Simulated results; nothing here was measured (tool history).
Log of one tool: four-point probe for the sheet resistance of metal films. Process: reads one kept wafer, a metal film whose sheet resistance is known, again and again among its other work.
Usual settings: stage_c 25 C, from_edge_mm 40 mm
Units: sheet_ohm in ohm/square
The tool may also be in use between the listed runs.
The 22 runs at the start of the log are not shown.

run,hour,stage_c,from_edge_mm,sheet_ohm
23,786.5,33,40,19.606061
24,836.2,33,40,19.604285
25,879.1,33,40,19.601311
26,928.8,35,40,19.644694
27,955.7,29,8,19.597643
28,1000.2,29,8,19.604386
29,1040.9,27,21,19.505898
30,1084.3,34,22,19.648501
31,1133,24,62,19.433087
32,1168.6,24,62,19.436443
33,1223.2,30,6,19.690714
34,1277.4,25,9,19.51851
35,1332.9,25,3,19.936124
36,1363.7,25,40,19.477771
37,1405.4,21,41,19.39458
38,1432.5,21,41,19.394132
39,1476.4,24,40,19.465373
40,1513.7,19,10,19.397969
41,1555.8,20,12,19.406827
42,1598.8,33,3,20.111029
43,1624.6,25,5,19.656641
44,1650.6,25,5,19.66101

Consider 4 possible next runs. They are alternatives, not a sequence: every one starts from the tool as it was left by run 44. What does each give?
A,1675.2,25,35,?
B,1675.2,22,5,?
C,1675.2,25,70,?
D,1675.2,24,38,?

run,sheet_ohm
A,19.493473
B,19.596405
C,19.489204
D,19.471817
With no hidden state in the tool, these same runs would have given:
run,sheet_ohm
A,19.308554
B,19.410495
C,19.304324
D,19.287061

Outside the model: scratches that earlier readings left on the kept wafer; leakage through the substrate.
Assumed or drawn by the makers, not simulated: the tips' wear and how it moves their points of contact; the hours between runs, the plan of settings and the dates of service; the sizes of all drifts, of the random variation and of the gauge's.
